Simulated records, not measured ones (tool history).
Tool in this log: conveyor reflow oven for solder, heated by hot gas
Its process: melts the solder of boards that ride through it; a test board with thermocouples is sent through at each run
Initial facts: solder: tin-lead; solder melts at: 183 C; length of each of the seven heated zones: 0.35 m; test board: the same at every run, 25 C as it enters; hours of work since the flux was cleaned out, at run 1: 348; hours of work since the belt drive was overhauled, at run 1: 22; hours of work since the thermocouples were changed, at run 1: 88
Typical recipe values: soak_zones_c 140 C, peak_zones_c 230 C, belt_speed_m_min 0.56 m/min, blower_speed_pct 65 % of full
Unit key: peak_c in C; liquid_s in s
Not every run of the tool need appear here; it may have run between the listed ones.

run,hour,soak_zones_c,peak_zones_c,belt_speed_m_min,blower_speed_pct,hours of work since the flux was cleaned out,hours of work since the belt drive was overhauled,hours of work since the thermocouples were changed,peak_c,liquid_s
1,0,140,230,0.56,65,348,22,88,210.4,50.6
# hour 62.2: flux residue cleaned out of gas plates and filters
2,63.1,140,230,0.56,65,1,64,129,212.1,52.7
3,146.7,140,230,0.517,65,61,124,189,214.3,59.4
4,187.6,140,230,0.517,65,90,154,219,213.5,59.8
5,252.1,131,230,0.517,65,136,200,265,212.3,53.5
6,294.1,131,230,0.517,65,167,230,295,211.3,52.8
# hour 303.7: belt drive overhauled, speed set with a stopwatch
7,349,137,227,0.479,58,203,33,332,211.2,61
8,426.3,140,223,0.56,65,259,88,387,204.3,44.1
# hour 462.9: belt drive overhauled, speed set with a stopwatch, once more
9,513.6,140,223,0.56,65,318,36,447,203.8,43.1
10,558.8,140,244,0.623,83,351,69,480,219.7,51.3
# hour 612.4: flux residue cleaned out of gas plates and filters
11,649.5,140,244,0.623,83,27,130,541,223.4,54.7

Predict each of these 4 candidate next runs independently; none follows another, all start after run 11:
A,693.4,133,230,0.65,51,58,162,573,?,?
B,693.4,137,244,0.623,83,58,162,573,?,?
C,693.4,140,244,0.623,83,58,162,573,?,?
D,693.4,140,230,0.623,54,58,162,573,?,?

run,peak_c,liquid_s
A,202,30.6
B,221.3,53.4
C,223.5,54.4
D,205.9,38.5
Stripped of hidden state, with their random variation kept, the same runs would have yielded:
run,peak_c,liquid_s
A,203.5,32.3
B,223,54.3
C,225.2,55.3
D,207.4,40

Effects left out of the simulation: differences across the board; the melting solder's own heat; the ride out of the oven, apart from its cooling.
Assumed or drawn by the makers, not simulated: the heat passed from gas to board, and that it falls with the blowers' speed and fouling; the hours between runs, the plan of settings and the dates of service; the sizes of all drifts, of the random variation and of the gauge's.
